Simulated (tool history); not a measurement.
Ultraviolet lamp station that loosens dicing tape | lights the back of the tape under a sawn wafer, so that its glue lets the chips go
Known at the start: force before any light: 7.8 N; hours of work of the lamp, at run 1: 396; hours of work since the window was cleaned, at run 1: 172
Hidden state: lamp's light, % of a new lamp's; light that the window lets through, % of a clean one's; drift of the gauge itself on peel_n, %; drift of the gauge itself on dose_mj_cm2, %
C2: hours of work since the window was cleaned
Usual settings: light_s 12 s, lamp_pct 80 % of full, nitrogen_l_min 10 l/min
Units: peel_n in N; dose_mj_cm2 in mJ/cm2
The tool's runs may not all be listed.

Run 1, hour 0.0: usual settings; hours of work of the lamp 396; C2 172. Result: peel_n 0.291 N, dose_mj_cm2 202 mJ/cm2.
Run 2, hour 14.9: usual settings; hours of work of the lamp 406; C2 182. Result: peel_n 0.289 N, dose_mj_cm2 200 mJ/cm2.
Run 3, hour 37.1: usual settings but light_s 11 s; hours of work of the lamp 421; C2 197. Result: peel_n 0.382 N, dose_mj_cm2 181 mJ/cm2.
Run 4, hour 50.3: usual settings but nitrogen_l_min 8 l/min; hours of work of the lamp 430; C2 206. Result: peel_n 0.380 N, dose_mj_cm2 198 mJ/cm2.
Run 5, hour 68.8: usual settings but nitrogen_l_min 6 l/min; hours of work of the lamp 442; C2 219. Result: peel_n 0.476 N, dose_mj_cm2 194 mJ/cm2.
Run 6, hour 83.7: usual settings but nitrogen_l_min 6 l/min; hours of work of the lamp 452; C2 229. Result: peel_n 0.504 N, dose_mj_cm2 192 mJ/cm2.
Run 7, hour 106.0: usual settings but nitrogen_l_min 6 l/min; hours of work of the lamp 467; C2 244. Result: peel_n 0.518 N, dose_mj_cm2 190 mJ/cm2.
Run 8, hour 128.1: usual settings; hours of work of the lamp 482; C2 259. Result: peel_n 0.346 N, dose_mj_cm2 187 mJ/cm2.
Run 9, hour 140.3: usual settings but light_s 16 s; hours of work of the lamp 491; C2 267. Result: peel_n 0.179 N, dose_mj_cm2 247 mJ/cm2.
Run 10, hour 162.9: usual settings but light_s 15 s; hours of work of the lamp 506; C2 282. Result: peel_n 0.217 N, dose_mj_cm2 233 mJ/cm2.
Run 11, hour 185.6: usual settings but light_s 15 s; hours of work of the lamp 521; C2 297. Result: peel_n 0.211 N, dose_mj_cm2 226 mJ/cm2.
Run 12, hour 206.3: usual settings but light_s 15 s; hours of work of the lamp 535; C2 311. Result: peel_n 0.213 N, dose_mj_cm2 223 mJ/cm2.
At hour 217.5: window cleaned of glue's vapour.
Run 13, hour 221.9: usual settings but light_s 15 s; hours of work of the lamp 545; C2 3. Result: peel_n 0.247 N, dose_mj_cm2 211 mJ/cm2.
Run 14, hour 241.9: usual settings but light_s 15 s; hours of work of the lamp 559; C2 17. Result: peel_n 0.246 N, dose_mj_cm2 209 mJ/cm2.
Run 15, hour 257.7: usual settings but light_s 15 s, lamp_pct 93 % of full, nitrogen_l_min 5 l/min; hours of work of the lamp 570; C2 27. Result: peel_n 0.341 N, dose_mj_cm2 244 mJ/cm2.
Run 16, hour 280.4: usual settings but light_s 15 s, lamp_pct 93 % of full, nitrogen_l_min 5 l/min; hours of work of the lamp 585; C2 43. Result: peel_n 0.367 N, dose_mj_cm2 237 mJ/cm2.
Run 17, hour 302.8: usual settings but light_s 15 s, lamp_pct 93 % of full, nitrogen_l_min 5 l/min; hours of work of the lamp 600; C2 58. Result: peel_n 0.360 N, dose_mj_cm2 236 mJ/cm2.
Run 18, hour 317.1: usual settings but light_s 15 s, lamp_pct 97 % of full, nitrogen_l_min 3 l/min; hours of work of the lamp 610; C2 67. Result: peel_n 0.541 N, dose_mj_cm2 243 mJ/cm2.
At hour 334.4: window cleaned of glue's vapour, once more.
Run 19, hour 334.4: usual settings but light_s 6 s, lamp_pct 69 % of full, nitrogen_l_min 7 l/min; hours of work of the lamp 621; C2 0. Result: peel_n 1.789 N, dose_mj_cm2 91 mJ/cm2.
Run 20, hour 359.8: usual settings but light_s 6 s, lamp_pct 69 % of full, nitrogen_l_min 7 l/min; hours of work of the lamp 638; C2 17. Result: peel_n 1.828 N, dose_mj_cm2 93 mJ/cm2.
Run 21, hour 381.9: usual settings but light_s 6 s, lamp_pct 69 % of full, nitrogen_l_min 7 l/min; hours of work of the lamp 653; C2 32. Result: peel_n 1.864 N, dose_mj_cm2 88 mJ/cm2.
Run 22, hour 398.6: usual settings but light_s 6 s, lamp_pct 69 % of full, nitrogen_l_min 7 l/min; hours of work of the lamp 665; C2 43. Result: peel_n 1.895 N, dose_mj_cm2 90 mJ/cm2.
Run 23, hour 416.9: usual settings but light_s 11 s, lamp_pct 69 % of full, nitrogen_l_min 15 l/min; hours of work of the lamp 677; C2 56. Result: peel_n 0.326 N, dose_mj_cm2 162 mJ/cm2.
Run 24, hour 443.0: usual settings but light_s 14 s, lamp_pct 98 % of full, nitrogen_l_min 18 l/min; hours of work of the lamp 695; C2 73. Result: peel_n 0.114 N, dose_mj_cm2 287 mJ/cm2.
Run 25, hour 461.4: usual settings but light_s 6 s, lamp_pct 71 % of full, nitrogen_l_min 4 l/min; hours of work of the lamp 707; C2 86. Result: peel_n 2.503 N, dose_mj_cm2 89 mJ/cm2.

Hidden state or all else? Some run-to-run changes of peel_n, split into what the settings, what came in and random variation would give without the hidden state, and what is left for the hidden state (with any gauge scatter that isn't in both results):
Run 22 -> 23: light_s 6 -> 11, nitrogen_l_min 7 -> 15. peel_n -1.569 N: hidden state -0.244, all else -1.325.
Run 24 -> 25: light_s 14 -> 6, lamp_pct 98 -> 71, nitrogen_l_min 18 -> 4. peel_n +2.389 N: hidden state +0.445, all else +1.944.
